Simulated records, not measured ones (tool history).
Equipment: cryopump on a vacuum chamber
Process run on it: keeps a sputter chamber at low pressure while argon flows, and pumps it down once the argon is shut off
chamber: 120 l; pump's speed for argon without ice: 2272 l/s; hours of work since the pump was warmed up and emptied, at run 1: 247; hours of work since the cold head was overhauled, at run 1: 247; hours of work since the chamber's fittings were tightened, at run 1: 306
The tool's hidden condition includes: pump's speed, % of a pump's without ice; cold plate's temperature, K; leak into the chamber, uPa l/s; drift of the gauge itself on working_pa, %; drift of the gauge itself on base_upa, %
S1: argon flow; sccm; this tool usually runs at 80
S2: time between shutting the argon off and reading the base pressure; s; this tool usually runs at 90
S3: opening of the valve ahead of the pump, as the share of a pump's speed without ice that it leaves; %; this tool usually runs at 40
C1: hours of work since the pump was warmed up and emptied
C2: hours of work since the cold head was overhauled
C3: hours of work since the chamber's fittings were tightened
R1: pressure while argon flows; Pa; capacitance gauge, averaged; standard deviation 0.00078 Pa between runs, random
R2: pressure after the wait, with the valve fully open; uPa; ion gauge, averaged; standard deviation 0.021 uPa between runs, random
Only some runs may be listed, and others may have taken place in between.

run 1 hour=0.0 | S1=80 S2=90 S3=40 | C1=247 C2=247 C3=306 | R1=0.1522 R2=0.64
run 2 hour=17.3 | S1=61 S2=90 S3=40 | C1=258 C2=258 C3=317 | R1=0.1164 R2=0.67
run 3 hour=43.9 | S1=61 S2=90 S3=40 | C1=273 C2=273 C3=332 | R1=0.1158 R2=0.64
run 4 hour=80.3 | S1=93 S2=90 S3=40 | C1=295 C2=295 C3=354 | R1=0.1798 R2=0.69
run 5 hour=104.1 | S1=80 S2=129 S3=40 | C1=309 C2=309 C3=368 | R1=0.1527 R2=0.61
run 6 hour=131.4 | S1=80 S2=90 S3=40 | C1=325 C2=325 C3=384 | R1=0.1539 R2=0.69
run 7 hour=166.2 | S1=80 S2=90 S3=40 | C1=346 C2=346 C3=405 | R1=0.1529 R2=0.71
run 8 hour=200.0 | S1=80 S2=48 S3=18 | C1=366 C2=366 C3=425 | R1=0.3365 R2=1.01
run 9 hour=226.0 | S1=80 S2=90 S3=59 | C1=382 C2=382 C3=441 | R1=0.1061 R2=0.74
run 10 hour=262.7 | S1=95 S2=25 S3=32 | C1=404 C2=404 C3=462 | R1=0.2282 R2=1.49
run 11 hour=289.5 | S1=95 S2=25 S3=32 | C1=419 C2=419 C3=478 | R1=0.2284 R2=1.54
run 12 hour=323.2 | S1=133 S2=61 S3=40 | C1=440 C2=440 C3=498 | R1=0.2582 R2=0.90
run 13 hour=341.4 | S1=153 S2=76 S3=42 | C1=450 C2=450 C3=509 | R1=0.2816 R2=0.82
run 14 hour=374.4 | S1=153 S2=76 S3=42 | C1=470 C2=470 C3=529 | R1=0.2832 R2=0.82

How would selected steps in R1 from run to run divide? Give the signed amount a tool lacking its hidden state would still show from settings, what came in and random variation, and the signed amount left for the hidden state, including any gauge scatter that is not in both of the compared results.
Run 8 -> 9: S2 48 -> 90, S3 18 -> 59. R1 -0.2304 Pa: hidden state +0.0003, all else -0.2307.
Run 11 -> 12: S1 95 -> 133, S2 25 -> 61, S3 32 -> 40. R1 +0.0298 Pa: hidden state +0.0033, all else +0.0265.
